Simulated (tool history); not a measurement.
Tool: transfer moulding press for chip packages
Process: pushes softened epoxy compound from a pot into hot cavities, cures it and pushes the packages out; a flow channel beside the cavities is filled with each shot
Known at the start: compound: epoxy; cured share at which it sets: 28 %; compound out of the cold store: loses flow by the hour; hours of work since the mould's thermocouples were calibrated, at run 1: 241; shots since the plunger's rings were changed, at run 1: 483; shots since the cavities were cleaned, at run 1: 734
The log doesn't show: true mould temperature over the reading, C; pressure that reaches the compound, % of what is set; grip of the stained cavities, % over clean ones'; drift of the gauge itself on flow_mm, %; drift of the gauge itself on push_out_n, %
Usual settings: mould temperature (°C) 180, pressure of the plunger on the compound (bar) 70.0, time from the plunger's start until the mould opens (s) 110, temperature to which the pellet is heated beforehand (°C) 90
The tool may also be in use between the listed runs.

| run | hour | mould temperature (°C) | pressure of the plunger on the compound (bar) | time from the plunger's start until the mould opens (s) | temperature to which the pellet is heated beforehand (°C) | hours of work since the mould's thermocouples were calibrated | shots since the plunger's rings were changed | shots since the cavities were cleaned | incoming compound's hours out of the cold store | length that the compound runs in the flow channel (mm) | greatest force on the pins that push the packages out (N) |
|---|---|---|---|---|---|---|---|---|---|---|---|
| 1 | 0.0 | 180 | 70.0 | 110 | 90 | 241 | 483 | 734 | 29.2 | 551 | 297 |
| 2 | 23.2 | 180 | 70.0 | 110 | 90 | 253 | 694 | 945 | 19.7 | 589 | 315 |
|  | 33.7 | cavities cleaned with cleaning compound and waxed |
| 3 | 50.0 | 180 | 61.8 | 110 | 90 | 266 | 924 | 149 | 17.3 | 569 | 253 |
| 4 | 66.7 | 180 | 61.8 | 110 | 90 | 275 | 1074 | 299 | 41.0 | 487 | 263 |
| 5 | 84.2 | 180 | 61.8 | 110 | 90 | 284 | 1233 | 458 | 25.5 | 530 | 287 |
| 6 | 102.7 | 182 | 70.0 | 110 | 90 | 294 | 1401 | 626 | 11.6 | 614 | 273 |
| 7 | 117.1 | 182 | 70.0 | 110 | 90 | 301 | 1531 | 756 | 25.9 | 564 | 293 |
| 8 | 138.1 | 182 | 70.0 | 110 | 90 | 312 | 1722 | 947 | 11.7 | 614 | 296 |
|  | 147.6 | cavities cleaned with cleaning compound and waxed |
| 9 | 170.7 | 176 | 86.9 | 119 | 87 | 329 | 2004 | 210 | 15.8 | 684 | 302 |
| 10 | 202.5 | 174 | 82.6 | 113 | 83 | 345 | 2293 | 499 | 45.6 | 553 | 393 |
|  | 209.9 | mould's thermocouples calibrated |
| 11 | 222.0 | 179 | 77.0 | 102 | 85 | 6 | 2451 | 657 | 20.1 | 607 | 345 |
| 12 | 246.0 | 184 | 70.0 | 110 | 92 | 19 | 2669 | 875 | 8.1 | 619 | 286 |
|  | 261.9 | cavities cleaned with cleaning compound and waxed |
| 13 | 270.8 | 180 | 70.0 | 107 | 88 | 31 | 2880 | 81 | 25.2 | 558 | 235 |
| 14 | 303.0 | 180 | 70.0 | 107 | 88 | 48 | 3172 | 373 | 17.3 | 595 | 291 |
| 15 | 325.3 | 178 | 54.7 | 104 | 86 | 60 | 3374 | 575 | 22.2 | 509 | 358 |

Some steps in length that the compound runs in the flow channel (mm) between neighbouring runs. How much of each would the tool show without its hidden state too (settings, what came in, random variation), and how much is left for the hidden state, with any gauge scatter that isn't in both results?
Run 9 -> 10: mould temperature (°C) 176 -> 174, pressure of the plunger on the compound (bar) 86.9 -> 82.6, time from the plunger's start until the mould opens (s) 119 -> 113, temperature to which the pellet is heated beforehand (°C) 87 -> 83. length that the compound runs in the flow channel (mm) -131: hidden state +0, all else -131.
Run 10 -> 11: mould temperature (°C) 174 -> 179, pressure of the plunger on the compound (bar) 82.6 -> 77.0, time from the plunger's start until the mould opens (s) 113 -> 102, temperature to which the pellet is heated beforehand (°C) 83 -> 85, mould's thermocouples calibrated. length that the compound runs in the flow channel (mm) +54: hidden state -5, all else +59.
